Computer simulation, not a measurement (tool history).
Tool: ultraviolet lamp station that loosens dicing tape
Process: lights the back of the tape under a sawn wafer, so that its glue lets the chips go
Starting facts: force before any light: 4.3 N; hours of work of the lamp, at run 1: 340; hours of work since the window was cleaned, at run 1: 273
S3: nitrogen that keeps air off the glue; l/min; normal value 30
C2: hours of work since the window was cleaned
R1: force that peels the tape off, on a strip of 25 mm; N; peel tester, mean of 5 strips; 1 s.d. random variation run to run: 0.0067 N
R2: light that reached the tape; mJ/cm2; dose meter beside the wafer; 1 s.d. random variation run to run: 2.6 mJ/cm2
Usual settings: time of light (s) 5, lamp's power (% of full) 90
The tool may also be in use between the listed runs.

Run 1, hour 0.0: usual settings; hours of work of the lamp 340; C2 273. Result: R1 0.268 N, R2 271 mJ/cm2.
Run 2, hour 9.4: usual settings; hours of work of the lamp 347; C2 280. Result: R1 0.251 N, R2 272 mJ/cm2.
Run 3, hour 18.3: usual settings; hours of work of the lamp 354; C2 286. Result: R1 0.264 N, R2 266 mJ/cm2.
Run 4, hour 25.7: usual settings; hours of work of the lamp 359; C2 292. Result: R1 0.254 N, R2 268 mJ/cm2.
Run 5, hour 33.9: usual settings but lamp's power (% of full) 73; hours of work of the lamp 366; C2 298. Result: R1 0.363 N, R2 222 mJ/cm2.
Run 6, hour 42.5: usual settings but S3 12 l/min; hours of work of the lamp 372; C2 304. Result: R1 0.408 N, R2 270 mJ/cm2.
Run 7, hour 52.7: usual settings but S3 12 l/min; hours of work of the lamp 380; C2 312. Result: R1 0.415 N, R2 268 mJ/cm2.
Run 8, hour 63.0: usual settings but S3 12 l/min; hours of work of the lamp 387; C2 320. Result: R1 0.406 N, R2 262 mJ/cm2.
Run 9, hour 68.5: usual settings but S3 12 l/min; hours of work of the lamp 391; C2 324. Result: R1 0.412 N, R2 259 mJ/cm2.
Run 10, hour 74.4: usual settings but S3 12 l/min; hours of work of the lamp 396; C2 328. Result: R1 0.432 N, R2 260 mJ/cm2.
At hour 75.8: window cleaned of glue's vapour.
Run 11, hour 85.4: usual settings but S3 15 l/min; hours of work of the lamp 403; C2 7. Result: R1 0.368 N, R2 265 mJ/cm2.
Run 12, hour 91.5: usual settings; hours of work of the lamp 408; C2 12. Result: R1 0.278 N, R2 258 mJ/cm2.
Run 13, hour 99.7: usual settings; hours of work of the lamp 414; C2 18. Result: R1 0.289 N, R2 254 mJ/cm2.
Run 14, hour 106.3: usual settings but time of light (s) 3, lamp's power (% of full) 91, S3 23 l/min; hours of work of the lamp 419; C2 23. Result: R1 0.684 N, R2 154 mJ/cm2.
Run 15, hour 115.8: usual settings but time of light (s) 4, lamp's power (% of full) 79, S3 12 l/min; hours of work of the lamp 426; C2 30. Result: R1 0.776 N, R2 181 mJ/cm2.
Run 16, hour 124.6: usual settings but time of light (s) 7, lamp's power (% of full) 92, S3 15 l/min; hours of work of the lamp 433; C2 36. Result: R1 0.242 N, R2 365 mJ/cm2.

Expected results for the next run?
Run 17, hour 134.6: usual settings but time of light (s) 7, lamp's power (% of full) 85, S3 41 l/min; hours of work of the lamp 440; C2 44. Result: R1 ?, R2 ?.

{"run 17": {"R1": 0.202, "R2": 339}}
On a tool with no hidden condition, and with the same random variation, this run would have come out at R1 0.185 N, R2 428 mJ/cm2.
